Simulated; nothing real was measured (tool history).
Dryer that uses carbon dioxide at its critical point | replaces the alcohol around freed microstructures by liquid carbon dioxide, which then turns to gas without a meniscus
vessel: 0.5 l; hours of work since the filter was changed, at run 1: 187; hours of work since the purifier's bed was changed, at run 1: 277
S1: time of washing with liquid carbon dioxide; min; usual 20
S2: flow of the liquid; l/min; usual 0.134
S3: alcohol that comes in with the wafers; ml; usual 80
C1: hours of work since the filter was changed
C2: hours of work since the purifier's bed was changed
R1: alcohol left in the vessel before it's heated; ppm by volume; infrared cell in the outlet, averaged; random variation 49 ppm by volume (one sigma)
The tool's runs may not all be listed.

| run | hour | S1 | S2 | S3 | C1 | C2 | R1 |
|---|---|---|---|---|---|---|---|
| 1 | 0.0 | 20 | 0.134 | 80 | 187 | 277 | 5077 |
| 2 | 22.0 | 20 | 0.134 | 80 | 194 | 285 | 5335 |
| 3 | 51.9 | 20 | 0.134 | 80 | 204 | 295 | 5402 |
| 4 | 82.0 | 20 | 0.134 | 80 | 214 | 304 | 5465 |
| 5 | 108.4 | 20 | 0.134 | 80 | 222 | 313 | 5838 |
|  | 120.8 | inlet filter changed |
| 6 | 126.7 | 20 | 0.134 | 80 | 2 | 319 | 3325 |
| 7 | 145.8 | 20 | 0.134 | 80 | 8 | 325 | 3389 |
| 8 | 168.4 | 27 | 0.134 | 80 | 16 | 333 | 937 |
| 9 | 204.6 | 27 | 0.134 | 80 | 28 | 344 | 943 |
| 10 | 223.0 | 20 | 0.134 | 80 | 34 | 350 | 3540 |
| 11 | 238.2 | 20 | 0.134 | 80 | 39 | 355 | 3636 |
| 12 | 270.3 | 20 | 0.134 | 80 | 49 | 366 | 3736 |
| 13 | 286.4 | 15 | 0.134 | 80 | 54 | 371 | 9660 |
| 14 | 304.9 | 15 | 0.134 | 80 | 61 | 377 | 9548 |
| 15 | 339.6 | 20 | 0.162 | 80 | 72 | 389 | 1744 |
| 16 | 369.4 | 13 | 0.162 | 80 | 82 | 399 | 8625 |
| 17 | 402.9 | 13 | 0.162 | 80 | 93 | 410 | 8966 |
| 18 | 425.1 | 13 | 0.162 | 32 | 100 | 417 | 3580 |
| 19 | 461.6 | 20 | 0.149 | 80 | 112 | 429 | 2920 |
| 20 | 485.9 | 21 | 0.134 | 80 | 120 | 437 | 3872 |
| 21 | 508.2 | 20 | 0.134 | 80 | 127 | 444 | 4536 |
| 22 | 542.4 | 20 | 0.134 | 80 | 139 | 456 | 4773 |
| 23 | 559.3 | 20 | 0.134 | 80 | 144 | 461 | 4717 |
| 24 | 576.6 | 20 | 0.134 | 80 | 150 | 467 | 4839 |
| 25 | 603.2 | 15 | 0.092 | 118 | 159 | 476 | 40247 |
| 26 | 631.3 | 20 | 0.102 | 70 | 168 | 485 | 10413 |
| 27 | 655.5 | 20 | 0.225 | 43 | 176 | 493 | 264 |
| 28 | 691.5 | 20 | 0.225 | 43 | 188 | 505 | 272 |
| 29 | 716.3 | 20 | 0.225 | 43 | 196 | 513 | 279 |
| 30 | 739.5 | 27 | 0.164 | 80 | 203 | 520 | 623 |
| 31 | 763.2 | 27 | 0.164 | 80 | 211 | 528 | 626 |
| 32 | 786.7 | 13 | 0.162 | 60 | 219 | 536 | 8645 |
| 33 | 804.3 | 21 | 0.162 | 101 | 225 | 542 | 2855 |
|  | 807.9 | inlet filter changed |
| 34 | 826.0 | 20 | 0.225 | 80 | 6 | 548 | 240 |
| 35 | 854.5 | 18 | 0.134 | 75 | 15 | 558 | 4739 |
| 36 | 870.8 | 14 | 0.208 | 68 | 21 | 563 | 2017 |
| 37 | 898.1 | 20 | 0.134 | 23 | 30 | 572 | 1042 |
| 38 | 931.1 | 20 | 0.134 | 23 | 41 | 583 | 1076 |
| 39 | 962.0 | 24 | 0.134 | 80 | 51 | 593 | 1868 |
| 40 | 987.5 | 24 | 0.134 | 80 | 59 | 602 | 1833 |
| 41 | 1023.1 | 15 | 0.205 | 21 | 71 | 613 | 592 |
| 42 | 1058.2 | 16 | 0.118 | 80 | 82 | 625 | 12144 |
| 43 | 1076.7 | 16 | 0.099 | 80 | 88 | 631 | 18798 |
| 44 | 1103.7 | 31 | 0.104 | 112 | 97 | 640 | 3046 |
| 45 | 1133.8 | 18 | 0.223 | 41 | 107 | 650 | 361 |
| 46 | 1157.6 | 26 | 0.105 | 26 | 115 | 657 | 1439 |

Forecast each of these 5 alternatives for the next run:
| A | 1183.6 | 22 | 0.134 | 41 | 124 | 666 | ? |
| B | 1183.6 | 20 | 0.110 | 46 | 124 | 666 | ? |
| C | 1183.6 | 27 | 0.105 | 26 | 124 | 666 | ? |
| D | 1183.6 | 15 | 0.134 | 26 | 124 | 666 | ? |
| E | 1183.6 | 26 | 0.105 | 47 | 124 | 666 | ? |

| run | R1 |
|---|---|
| A | 1628 |
| B | 5109 |
| C | 1253 |
| D | 3689 |
| E | 2639 |
Without the tool's hidden state the same runs would have given:
| run | R1 |
|---|---|
| A | 1119 |
| B | 3914 |
| C | 870 |
| D | 2873 |
| E | 1884 |

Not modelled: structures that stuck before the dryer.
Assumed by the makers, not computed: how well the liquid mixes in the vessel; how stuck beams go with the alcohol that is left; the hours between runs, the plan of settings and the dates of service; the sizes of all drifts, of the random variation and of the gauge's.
